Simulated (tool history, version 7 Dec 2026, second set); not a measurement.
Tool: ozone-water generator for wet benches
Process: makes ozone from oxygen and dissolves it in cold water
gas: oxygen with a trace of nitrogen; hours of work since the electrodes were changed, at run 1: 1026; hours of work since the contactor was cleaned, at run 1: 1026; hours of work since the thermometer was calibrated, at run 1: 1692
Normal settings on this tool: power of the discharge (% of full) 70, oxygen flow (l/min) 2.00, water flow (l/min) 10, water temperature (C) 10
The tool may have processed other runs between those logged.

| run | day | power of the discharge (% of full) | oxygen flow (l/min) | water flow (l/min) | water temperature (C) | hours of work since the electrodes were changed | hours of work since the contactor was cleaned | hours of work since the thermometer was calibrated | dissolved ozone (ppm) | ozone in the gas ahead of the water (g/m3) |
|---|---|---|---|---|---|---|---|---|---|---|
| 1 | 0.000 | 70 | 2.00 | 10 | 10 | 1026 | 1026 | 1692 | 17.0 | 176.4 |
| 2 | 1.933 | 70 | 2.00 | 10 | 10 | 1058 | 1058 | 1724 | 17.2 | 175.6 |
| 3 | 3.962 | 70 | 2.00 | 10 | 11 | 1092 | 1092 | 1758 | 17.0 | 175.9 |
| 4 | 5.358 | 70 | 2.00 | 10 | 11 | 1115 | 1115 | 1781 | 17.2 | 177.7 |
| 5 | 7.200 | 70 | 2.00 | 10 | 11 | 1145 | 1145 | 1811 | 16.8 | 177.7 |
| 6 | 8.921 | 70 | 2.00 | 7 | 10 | 1174 | 1174 | 1840 | 22.9 | 173.8 |
| 7 | 10.958 | 41 | 2.00 | 10 | 10 | 1207 | 1207 | 1873 | 12.5 | 128.0 |
| 8 | 12.171 | 41 | 2.00 | 10 | 13 | 1227 | 1227 | 1893 | 11.9 | 129.5 |
| 9 | 13.338 | 41 | 2.00 | 10 | 13 | 1247 | 1247 | 1913 | 12.1 | 129.1 |
| 10 | 14.654 | 41 | 2.00 | 10 | 13 | 1268 | 1268 | 1935 | 12.0 | 128.8 |
| 11 | 15.992 | 41 | 2.00 | 10 | 13 | 1290 | 1290 | 1957 | 12.2 | 128.2 |
| 12 | 17.333 | 70 | 2.00 | 8 | 10 | 1313 | 1313 | 1979 | 20.1 | 174.3 |
| 13 | 19.267 | 70 | 2.00 | 8 | 10 | 1345 | 1345 | 2011 | 20.1 | 172.4 |
| 14 | 20.312 | 70 | 2.00 | 8 | 17 | 1362 | 1362 | 2028 | 18.5 | 175.8 |
| 15 | 21.850 | 70 | 2.00 | 8 | 17 | 1387 | 1387 | 2053 | 18.4 | 172.3 |
| 16 | 23.762 | 70 | 2.60 | 10 | 10 | 1419 | 1419 | 2085 | 17.8 | 159.9 |
| 17 | 25.175 | 44 | 1.62 | 10 | 10 | 1442 | 1442 | 2108 | 11.8 | 140.7 |
| 18 | 26.642 | 50 | 3.15 | 14 | 14 | 1466 | 1466 | 2133 | 11.3 | 123.4 |
| 19 | 27.758 | 50 | 3.15 | 14 | 14 | 1485 | 1485 | 2151 | 11.3 | 122.6 |
| 20 | 28.954 | 50 | 3.15 | 14 | 14 | 1505 | 1505 | 2171 | 11.1 | 121.9 |
| 21 | 31.129 | 98 | 1.62 | 13 | 14 | 1540 | 1540 | 2207 | 14.0 | 221.8 |
| 22 | 32.938 | 70 | 1.43 | 12 | 8 | 1570 | 1570 | 2236 | 12.3 | 191.4 |
| 23 | 34.025 | 70 | 1.43 | 12 | 8 | 1588 | 1588 | 2254 | 12.2 | 191.0 |
| 24 | 36.279 | 70 | 1.43 | 12 | 8 | 1625 | 1625 | 2292 | 12.2 | 190.6 |
| 25 | 38.096 | 70 | 1.43 | 12 | 8 | 1656 | 1656 | 2322 | 12.1 | 190.2 |
| 26 | 39.221 | 70 | 2.19 | 10 | 10 | 1674 | 1674 | 2340 | 17.0 | 165.0 |
| 27 | 40.521 | 70 | 2.06 | 10 | 9 | 1696 | 1696 | 2362 | 16.5 | 168.5 |

Here are 5 independent what-if runs from the current tool condition. What would each one return?
| A | 42.571 | 70 | 2.00 | 15 | 10 | 1729 | 1729 | 2396 | ? | ? |
| B | 42.571 | 70 | 2.06 | 10 | 13 | 1729 | 1729 | 2396 | ? | ? |
| C | 42.571 | 70 | 2.20 | 10 | 11 | 1729 | 1729 | 2396 | ? | ? |
| D | 42.571 | 67 | 1.37 | 10 | 9 | 1729 | 1729 | 2396 | ? | ? |
| E | 42.571 | 70 | 2.24 | 10 | 5 | 1729 | 1729 | 2396 | ? | ? |

| run | dissolved ozone (ppm) | ozone in the gas ahead of the water (g/m3) |
|---|---|---|
| A | 11.2 | 169.8 |
| B | 15.8 | 167.8 |
| C | 16.7 | 164.5 |
| D | 13.8 | 187.1 |
| E | 17.7 | 164.5 |
Without the tool's unlogged condition, the same runs would have read:
| run | dissolved ozone (ppm) | ozone in the gas ahead of the water (g/m3) |
|---|---|---|
| A | 12.9 | 187.7 |
| B | 18.1 | 185.6 |
| C | 19.1 | 181.8 |
| D | 15.8 | 206.3 |
| E | 20.4 | 181.8 |
